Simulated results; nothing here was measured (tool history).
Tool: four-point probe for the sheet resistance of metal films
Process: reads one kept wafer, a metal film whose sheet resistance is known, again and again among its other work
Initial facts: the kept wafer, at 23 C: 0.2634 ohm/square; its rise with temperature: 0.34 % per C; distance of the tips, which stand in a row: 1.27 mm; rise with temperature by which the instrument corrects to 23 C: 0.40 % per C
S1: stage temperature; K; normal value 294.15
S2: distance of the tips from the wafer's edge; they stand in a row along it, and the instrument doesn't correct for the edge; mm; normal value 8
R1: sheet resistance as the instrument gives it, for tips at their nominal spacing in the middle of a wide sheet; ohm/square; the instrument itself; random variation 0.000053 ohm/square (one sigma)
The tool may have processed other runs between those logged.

run 1 hour=0 | S1=294.15 S2=8 | R1=0.266149
run 2 hour=15.2 | S1=294.15 S2=8 | R1=0.266081
run 3 hour=24 | S1=294.15 S2=8 | R1=0.266092
run 4 hour=38.4 | S1=294.15 S2=8 | R1=0.266152
run 5 hour=55.9 | S1=294.15 S2=8 | R1=0.266134
run 6 hour=72 | S1=294.15 S2=8 | R1=0.266141
-- hour=73.3 stage's thermometer calibrated
run 7 hour=82.1 | S1=294.15 S2=8 | R1=0.266242
run 8 hour=91.8 | S1=294.15 S2=8 | R1=0.266246
run 9 hour=99.9 | S1=294.15 S2=8 | R1=0.266249
run 10 hour=108.4 | S1=294.15 S2=8 | R1=0.266264
run 11 hour=117.4 | S1=300.15 S2=40 | R1=0.261937
-- hour=121.2 stage's thermometer calibrated, once more
run 12 hour=125.8 | S1=300.15 S2=40 | R1=0.261795
run 13 hour=141.8 | S1=300.15 S2=40 | R1=0.261762
run 14 hour=152.4 | S1=300.15 S2=40 | R1=0.261842
run 15 hour=165.3 | S1=300.15 S2=8 | R1=0.265237

Consider 3 possible next runs. They are alternatives, not a sequence: every one starts from the tool as it was left by run 15. What does each give?
run A hour=175.8 | S1=299.15 S2=74 | R1=?
run B hour=175.8 | S1=296.15 S2=5 | R1=?
run C hour=175.8 | S1=295.15 S2=43 | R1=?

run=A R1=0.261895
run=B R1=0.271134
run=C R1=0.262596
What these runs would have given with no unlogged condition in the tool:
run=A R1=0.263005
run=B R1=0.272281
run=C R1=0.263709
